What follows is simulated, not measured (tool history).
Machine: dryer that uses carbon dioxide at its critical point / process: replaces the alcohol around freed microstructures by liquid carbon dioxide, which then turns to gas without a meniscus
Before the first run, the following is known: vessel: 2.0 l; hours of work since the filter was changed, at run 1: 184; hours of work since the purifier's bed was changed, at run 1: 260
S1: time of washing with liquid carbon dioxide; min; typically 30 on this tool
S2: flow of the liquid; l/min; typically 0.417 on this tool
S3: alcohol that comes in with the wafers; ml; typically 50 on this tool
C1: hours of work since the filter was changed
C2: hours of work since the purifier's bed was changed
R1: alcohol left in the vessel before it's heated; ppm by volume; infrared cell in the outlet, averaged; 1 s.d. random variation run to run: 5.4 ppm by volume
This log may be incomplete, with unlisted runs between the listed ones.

| run | day | S1 | S2 | S3 | C1 | C2 | R1 |
|---|---|---|---|---|---|---|---|
| 1 | 0 | 30 | 0.417 | 50 | 184 | 260 | 368 |
| 2 | 0.633 | 30 | 0.417 | 50 | 191 | 266 | 370 |
| 3 | 1.625 | 30 | 0.417 | 50 | 200 | 275 | 384 |
| 4 | 2.308 | 30 | 0.417 | 50 | 207 | 282 | 410 |
| 5 | 3.25 | 30 | 0.417 | 50 | 216 | 291 | 413 |
| 6 | 3.858 | 30 | 0.417 | 50 | 222 | 297 | 431 |
|  | 4.058 | inlet filter changed |
| 7 | 4.667 | 30 | 0.417 | 50 | 6 | 305 | 234 |
| 8 | 5.375 | 30 | 0.417 | 106 | 13 | 311 | 411 |
| 9 | 6.167 | 30 | 0.417 | 106 | 21 | 319 | 413 |
| 10 | 6.996 | 30 | 0.417 | 50 | 29 | 327 | 262 |
| 11 | 7.871 | 34 | 0.417 | 50 | 37 | 336 | 180 |
| 12 | 8.571 | 34 | 0.417 | 50 | 44 | 342 | 204 |
| 13 | 9 | 30 | 0.417 | 50 | 48 | 347 | 267 |
| 14 | 9.454 | 30 | 0.417 | 50 | 52 | 351 | 279 |
| 15 | 10.162 | 30 | 0.411 | 50 | 59 | 358 | 305 |
| 16 | 10.671 | 30 | 0.411 | 50 | 64 | 363 | 305 |
| 17 | 11.329 | 30 | 0.411 | 50 | 71 | 369 | 316 |
| 18 | 12 | 30 | 0.411 | 50 | 77 | 376 | 320 |
| 19 | 12.517 | 30 | 0.411 | 50 | 82 | 381 | 323 |
| 20 | 12.979 | 30 | 0.483 | 50 | 87 | 385 | 214 |
| 21 | 13.854 | 30 | 0.483 | 50 | 95 | 394 | 219 |
| 22 | 14.712 | 30 | 0.417 | 50 | 103 | 402 | 340 |
| 23 | 15.212 | 47 | 0.417 | 50 | 108 | 407 | 151 |
| 24 | 16.038 | 30 | 0.306 | 50 | 116 | 415 | 875 |
| 25 | 16.554 | 21 | 0.332 | 48 | 121 | 420 | 1849 |
| 26 | 17.208 | 24 | 0.387 | 50 | 128 | 426 | 904 |
| 27 | 17.65 | 24 | 0.387 | 50 | 132 | 431 | 920 |
| 28 | 18.546 | 34 | 0.56 | 38 | 141 | 439 | 158 |
| 29 | 19.138 | 30 | 0.424 | 36 | 146 | 445 | 291 |
| 30 | 20.012 | 30 | 0.536 | 36 | 155 | 454 | 200 |
| 31 | 20.65 | 24 | 0.311 | 55 | 161 | 460 | 1931 |
| 32 | 21.229 | 30 | 0.398 | 101 | 167 | 465 | 821 |
| 33 | 21.929 | 37 | 0.436 | 97 | 174 | 472 | 285 |
| 34 | 22.638 | 35 | 0.548 | 107 | 180 | 479 | 204 |

Run 35 is up next; what results do you expect?
| 35 | 23.442 | 30 | 0.295 | 50 | 188 | 487 | ? |

R1: 1239 ppm by volume
Had the tool carried no hidden state, the very same run would have given R1 629 ppm by volume.
